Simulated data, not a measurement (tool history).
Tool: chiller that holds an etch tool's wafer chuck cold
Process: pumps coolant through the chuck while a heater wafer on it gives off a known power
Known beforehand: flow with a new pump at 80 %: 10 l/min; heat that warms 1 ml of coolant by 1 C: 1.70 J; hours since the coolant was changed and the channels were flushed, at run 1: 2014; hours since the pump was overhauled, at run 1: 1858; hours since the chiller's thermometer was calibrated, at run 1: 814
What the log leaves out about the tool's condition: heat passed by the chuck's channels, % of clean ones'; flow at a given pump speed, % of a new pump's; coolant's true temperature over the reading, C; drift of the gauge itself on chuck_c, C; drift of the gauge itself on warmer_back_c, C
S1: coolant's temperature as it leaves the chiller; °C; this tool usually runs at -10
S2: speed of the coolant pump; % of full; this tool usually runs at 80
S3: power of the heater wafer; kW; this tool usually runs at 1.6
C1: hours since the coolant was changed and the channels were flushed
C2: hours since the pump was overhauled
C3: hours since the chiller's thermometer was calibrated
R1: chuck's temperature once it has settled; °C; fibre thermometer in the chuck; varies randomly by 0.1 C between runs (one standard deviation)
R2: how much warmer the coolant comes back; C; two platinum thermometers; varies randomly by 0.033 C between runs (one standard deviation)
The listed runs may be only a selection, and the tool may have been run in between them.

Run 1, day 0: usual settings; C1 2014; C2 1858; C3 814. Result: R1 2.5 °C, R2 5.83 C.
Run 2, day 1.625: usual settings but S3 1.744 kW; C1 2053; C2 1897; C3 853. Result: R1 3.4 °C, R2 6.39 C.
Run 3, day 2.696: usual settings but S2 69 % of full; C1 2078; C2 1922; C3 879. Result: R1 4 °C, R2 6.85 C.
Run 4, day 4.146: usual settings but S2 69 % of full; C1 2113; C2 1957; C3 914. Result: R1 3.9 °C, R2 6.9 C.
Run 5, day 5.633: usual settings but S2 61 % of full; C1 2149; C2 1993; C3 950. Result: R1 5.4 °C, R2 7.76 C.
Run 6, day 6.692: usual settings but S2 61 % of full; C1 2174; C2 2018; C3 975. Result: R1 5.5 °C, R2 7.74 C.
Run 7, day 8.067: usual settings; C1 2207; C2 2051; C3 1008. Result: R1 2.6 °C, R2 5.92 C.
Run 8, day 8.879: usual settings; C1 2227; C2 2071; C3 1027. Result: R1 2.7 °C, R2 5.86 C.
Run 9, day 9.7: usual settings; C1 2246; C2 2091; C3 1047. Result: R1 2.7 °C, R2 5.89 C.
Run 10, day 10.446: usual settings but S3 0.814 kW; C1 2264; C2 2108; C3 1065. Result: R1 -3.4 °C, R2 2.98 C.
Run 11, day 11.996: usual settings but S3 0.814 kW; C1 2301; C2 2146; C3 1102. Result: R1 -3.4 °C, R2 2.96 C.
Run 12, day 13.483: usual settings; C1 2337; C2 2181; C3 1138. Result: R1 2.6 °C, R2 5.84 C.
Run 13, day 14.521: usual settings; C1 2362; C2 2206; C3 1163. Result: R1 2.9 °C, R2 5.88 C.
Run 14, day 16.225: usual settings but S1 0 °C; C1 2403; C2 2247; C3 1204. Result: R1 12.8 °C, R2 5.89 C.
Run 15, day 17.054: usual settings but S1 0 °C, S3 1.3 kW; C1 2423; C2 2267; C3 1224. Result: R1 10.6 °C, R2 4.74 C.
Run 16, day 17.95: usual settings but S1 0 °C, S3 1.3 kW; C1 2444; C2 2289; C3 1245. Result: R1 10.4 °C, R2 4.78 C.
Run 17, day 19.321: usual settings but S2 82 % of full, S3 1.533 kW; C1 2477; C2 2321; C3 1278. Result: R1 1.9 °C, R2 5.51 C.
Run 18, day 20.429: usual settings but S2 82 % of full, S3 1.225 kW; C1 2504; C2 2348; C3 1305. Result: R1 -0.2 °C, R2 4.4 C.
Run 19, day 22.104: usual settings but S2 100 % of full, S3 1.225 kW; C1 2544; C2 2388; C3 1345. Result: R1 -1.4 °C, R2 3.57 C.
Run 20, day 23.096: usual settings but S1 -8 °C, S3 1.437 kW; C1 2568; C2 2412; C3 1369. Result: R1 3.6 °C, R2 5.31 C.
Run 21, day 24.642: usual settings but S1 -8 °C, S3 1.437 kW; C1 2605; C2 2449; C3 1406. Result: R1 3.7 °C, R2 5.33 C.
Run 22, day 26.117: usual settings but S1 -4 °C; C1 2640; C2 2485; C3 1441. Result: R1 9.1 °C, R2 5.87 C.
Run 23, day 27.117: usual settings but S1 -19 °C, S2 76 % of full, S3 1.688 kW; C1 2664; C2 2509; C3 1465. Result: R1 -4.5 °C, R2 6.63 C.
Run 24, day 28.238: usual settings but S1 -13 °C, S2 74 % of full, S3 1.321 kW; C1 2691; C2 2535; C3 1492. Result: R1 -1.6 °C, R2 5.34 C.
Run 25, day 29.179: usual settings but S3 0.833 kW; C1 2714; C2 2558; C3 1515. Result: R1 -3.2 °C, R2 3.09 C.
Run 26, day 30.167: usual settings but S2 74 % of full, S3 2.187 kW; C1 2738; C2 2582; C3 1538. Result: R1 9 °C, R2 8.82 C.
Run 27, day 30.929: usual settings but S1 -5 °C, S2 81 % of full, S3 1.669 kW; C1 2756; C2 2600; C3 1557. Result: R1 8.4 °C, R2 6.13 C.
Run 28, day 31.796: usual settings but S1 -5 °C, S2 81 % of full, S3 1.669 kW; C1 2777; C2 2621; C3 1578. Result: R1 8.5 °C, R2 6.15 C.
Run 29, day 33.529: usual settings but S1 -7 °C, S2 99 % of full, S3 1.502 kW; C1 2818; C2 2662; C3 1619. Result: R1 3.7 °C, R2 4.44 C.
Run 30, day 35.083: usual settings but S1 -7 °C, S2 99 % of full, S3 1.502 kW; C1 2856; C2 2700; C3 1656. Result: R1 3.6 °C, R2 4.42 C.

What will run 31 give?
Run 31, day 36.579: usual settings but S1 -5 °C, S2 85 % of full, S3 1.263 kW; C1 2891; C2 2736; C3 1692. Result: R1 ?, R2 ?.

R1: 5 °C
R2: 4.39 C
The same run, on a tool lacking any hidden state, would have yielded R1 3.3 °C, R2 4.16 C.
